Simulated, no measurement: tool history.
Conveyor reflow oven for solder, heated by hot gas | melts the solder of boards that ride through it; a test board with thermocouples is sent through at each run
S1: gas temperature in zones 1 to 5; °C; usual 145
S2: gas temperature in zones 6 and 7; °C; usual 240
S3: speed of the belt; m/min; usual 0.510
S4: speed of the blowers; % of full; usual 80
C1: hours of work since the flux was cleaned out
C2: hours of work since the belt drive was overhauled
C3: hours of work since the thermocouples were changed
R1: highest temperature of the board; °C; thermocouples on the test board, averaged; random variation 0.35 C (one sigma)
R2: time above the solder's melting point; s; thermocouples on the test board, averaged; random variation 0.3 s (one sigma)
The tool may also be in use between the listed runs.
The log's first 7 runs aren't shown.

run,hour,S1,S2,S3,S4,C1,C2,C3,R1,R2
8,223.3,145,240,0.414,80,128,111,594,234.6,80.7
9,250.1,145,240,0.414,80,139,122,606,234.5,80.5
10,288.2,138,240,0.510,80,155,138,622,228.1,59.9
11,327.5,138,240,0.510,80,172,154,638,229.0,60.2
12,353.3,138,240,0.510,80,183,165,649,228.0,60.0
13,398.0,146,240,0.510,80,202,184,668,229.6,63.1
# hour 409.2: flux residue cleaned out of gas plates and filters
14,426.7,139,240,0.510,80,7,194,678,229.2,60.4
15,472.5,139,240,0.510,80,27,213,697,228.9,60.8
16,499.1,145,243,0.510,57,38,225,708,229.0,63.1
17,521.5,154,243,0.510,61,47,234,718,231.6,66.5
18,565.4,154,243,0.594,61,66,252,736,226.6,55.4
# hour 573.2: belt drive overhauled, speed set with a stopwatch
19,615.3,152,236,0.591,52,85,18,756,218.3,50.4
# hour 647.2: belt drive overhauled, speed set with a stopwatch, once more
20,648.0,152,236,0.591,52,97,0,768,217.9,49.7
21,674.0,153,236,0.433,52,108,11,778,227.8,76.8
22,724.4,153,236,0.433,52,129,32,800,226.9,76.1
23,759.3,145,245,0.510,80,144,47,814,234.5,65.2
24,805.9,149,231,0.540,62,163,67,834,218.1,54.0
25,849.4,149,231,0.540,62,182,85,852,218.1,53.9
26,886.9,156,235,0.591,65,198,101,868,220.3,53.1
# hour 907.2: flux residue cleaned out of gas plates and filters
27,931.9,145,233,0.485,80,10,118,885,225.3,64.4
28,981.6,145,233,0.485,80,31,139,906,226.2,64.5
29,1031.9,137,235,0.485,52,52,160,927,221.8,58.3
30,1073.9,140,245,0.557,80,70,177,945,231.7,56.7

3 ways to go on from here, each from the tool as it stands after run 30. What would each give?
A,1120.9,145,240,0.507,80,90,197,964,?,?
B,1120.9,140,241,0.419,80,90,197,964,?,?
C,1120.9,145,240,0.510,80,90,197,964,?,?

run,R1,R2
A,230.9,63.9
B,235.9,78.6
C,230.2,63.3
Without the tool's hidden state the same runs would have given:
run,R1,R2
A,228.7,62.7
B,233.4,77.2
C,228.0,62.0
